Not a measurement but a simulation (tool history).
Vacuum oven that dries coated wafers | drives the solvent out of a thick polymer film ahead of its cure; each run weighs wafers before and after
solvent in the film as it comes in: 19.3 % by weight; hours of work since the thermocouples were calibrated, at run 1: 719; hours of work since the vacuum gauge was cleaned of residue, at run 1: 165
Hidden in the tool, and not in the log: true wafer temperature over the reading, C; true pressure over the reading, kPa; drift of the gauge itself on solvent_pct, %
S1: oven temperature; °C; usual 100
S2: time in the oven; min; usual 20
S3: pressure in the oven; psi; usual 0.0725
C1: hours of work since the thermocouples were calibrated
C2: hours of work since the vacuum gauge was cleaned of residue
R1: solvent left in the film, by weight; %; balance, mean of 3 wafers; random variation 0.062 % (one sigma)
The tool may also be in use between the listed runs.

run,hour,S1,S2,S3,C1,C2,R1
1,0.0,100,20,0.0725,719,165,3.65
2,13.1,100,20,0.0725,726,172,3.64
3,28.3,100,20,0.0725,734,180,3.63
4,43.4,100,20,0.0725,742,189,3.60
5,57.8,100,20,0.0725,750,197,3.73
6,78.2,100,20,0.0725,762,208,3.64
7,102.6,100,20,0.0725,775,221,3.56
8,127.4,114,20,0.0725,789,235,0.96
9,146.8,100,20,0.0725,799,245,3.62
10,158.4,100,20,0.0725,806,252,3.66
11,174.8,100,20,0.0725,815,261,3.57
12,190.2,100,20,0.0725,823,269,3.59
13,203.1,100,20,0.0725,830,276,3.66
14,226.2,89,20,0.0725,843,289,6.85
15,241.4,89,20,0.0725,851,297,6.80
16,261.0,89,20,0.0725,862,308,6.80
17,282.2,89,20,0.0371,874,320,6.73
18,296.8,89,20,0.0371,882,328,6.70
19,318.3,89,20,0.0371,893,340,6.79
20,336.2,91,20,0.0371,903,349,6.08
21,356.2,91,20,0.0371,914,360,6.06
22,371.8,100,20,0.0725,923,369,3.77
23,385.7,100,20,0.2416,930,377,4.45
24,397.7,100,22,0.0725,937,383,3.23
25,414.8,100,22,0.0725,946,393,3.18
26,437.2,106,25,0.0479,959,405,1.47
27,453.7,106,25,0.0479,968,414,1.48
28,475.1,110,14,0.0725,980,426,2.87
29,497.1,86,25,0.0725,992,438,6.61
30,516.4,90,28,0.0899,1002,448,4.81
31,538.4,90,28,0.0899,1014,461,4.93
32,559.9,90,28,0.0899,1026,472,4.94
33,574.7,90,28,0.0899,1034,480,4.77
34,592.2,90,13,0.0899,1044,490,9.06
35,603.8,111,26,0.0899,1050,496,0.96
36,622.0,111,26,0.0899,1060,506,0.95
37,635.1,108,25,0.0734,1067,514,1.28
38,660.8,108,20,0.0725,1082,528,1.90
39,682.2,108,20,0.0725,1093,539,1.85
40,706.8,87,18,0.1578,1107,553,8.58
41,718.6,110,18,0.2361,1113,559,2.47
# hour 730.7: oven's thermocouples calibrated
42,743.9,104,19,0.2081,7,572,3.71
43,754.3,93,11,0.1664,13,578,9.54
44,773.6,103,23,0.0725,24,589,2.49
45,785.3,109,24,0.0725,30,595,1.35
46,797.1,109,24,0.0602,37,601,1.22
47,810.9,109,24,0.0602,44,609,1.32

4 ways to go on from here, each from the tool as it stands after run 47. What would each give?
A,821.9,109,20,0.2167,50,615,?
B,821.9,109,14,0.0602,50,615,?
C,821.9,92,35,0.0725,50,615,?
D,821.9,100,19,0.1040,50,615,?

run,R1
A,2.39
B,3.27
C,3.24
D,4.29
Without the tool's hidden state the same runs would have given:
run,R1
A,2.21
B,3.11
C,2.94
D,4.07
